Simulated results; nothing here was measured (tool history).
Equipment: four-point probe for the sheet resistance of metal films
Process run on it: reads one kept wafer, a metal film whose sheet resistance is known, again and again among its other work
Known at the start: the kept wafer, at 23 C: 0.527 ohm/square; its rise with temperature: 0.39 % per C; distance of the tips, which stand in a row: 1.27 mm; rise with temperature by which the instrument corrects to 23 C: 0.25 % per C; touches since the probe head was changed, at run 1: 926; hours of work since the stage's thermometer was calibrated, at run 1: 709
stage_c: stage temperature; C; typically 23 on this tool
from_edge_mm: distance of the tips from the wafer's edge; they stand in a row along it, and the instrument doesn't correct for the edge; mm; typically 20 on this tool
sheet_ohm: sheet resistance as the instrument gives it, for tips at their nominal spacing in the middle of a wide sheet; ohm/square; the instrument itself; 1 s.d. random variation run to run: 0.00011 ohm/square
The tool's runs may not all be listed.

run,hour,stage_c,from_edge_mm,touches since the probe head was changed,hours of work since the stage's thermometer was calibrated,sheet_ohm
1,0.0,23,20,926,709,0.526696
2,13.2,23,20,1163,715,0.526539
3,32.2,23,20,1502,723,0.526965
4,42.8,25,20,1692,728,0.528084
5,52.4,25,20,1865,732,0.528030
6,68.0,25,20,2145,739,0.528097
7,79.2,25,20,2345,744,0.528134
8,94.4,25,20,2619,751,0.528259
9,108.8,25,69,2876,758,0.527044
10,117.4,25,69,3030,761,0.526944
11,134.1,23,20,3330,769,0.526616
12,144.5,23,20,3516,774,0.526932
13,155.1,23,20,3706,778,0.526682
14,164.3,23,67,3871,782,0.525360
15,183.0,23,67,4205,791,0.525584
16,195.1,23,20,4421,796,0.526561
17,203.0,23,20,4564,800,0.526643
18,213.7,23,25,4756,804,0.526291
19,224.6,23,25,4952,809,0.525956
20,235.2,23,25,5140,814,0.525870
21,251.7,34,20,5437,821,0.534392
22,267.7,34,20,5723,829,0.534371
23,275.4,22,8,5862,832,0.531744
24,284.9,19,4,6032,836,0.549271
25,298.6,28,29,6276,842,0.529493
26,309.3,24,42,6468,847,0.526165
27,322.9,24,42,6712,853,0.526091
28,337.7,24,42,6978,860,0.526402
29,353.7,29,6,7265,867,0.542012
30,369.0,20,68,7538,874,0.523140
31,382.2,21,23,7775,880,0.524667
32,390.4,21,23,7922,883,0.524426
33,400.1,21,23,8095,888,0.524760
34,409.1,21,23,8257,892,0.524675
35,424.0,28,20,8525,898,0.530065
36,436.8,28,20,8754,904,0.530149
37,453.7,20,9,9055,912,0.528865
38,465.7,19,11,9271,917,0.526019
39,483.6,19,11,9592,925,0.526271
40,500.0,23,74,9887,932,0.525266
41,515.4,22,42,10162,939,0.524859
42,524.7,22,49,10328,943,0.524626

Had the tool no unlogged condition, and each run kept its random variation, what would the results have been?
What the log doesn't record here: inner tips' distance over the nominal, %; tips' flats over new ones', %; wafer's true temperature over the reading, C; drift of the gauge itself on sheet_ohm, %.
run,sheet_ohm
1,0.528164
2,0.528015
3,0.528453
4,0.529581
5,0.529533
6,0.529610
7,0.529653
8,0.529788
9,0.528578
10,0.528483
11,0.528165
12,0.528489
13,0.528244
14,0.526925
15,0.527161
16,0.528148
17,0.528234
18,0.527887
19,0.527557
20,0.527478
21,0.536026
22,0.536015
23,0.533395
24,0.550980
25,0.531147
26,0.527819
27,0.527753
28,0.528074
29,0.543736
30,0.524824
31,0.526363
32,0.526125
33,0.526467
34,0.526388
35,0.531796
36,0.531889
37,0.530619
38,0.527773
39,0.528037
40,0.527034
41,0.526637
42,0.526408
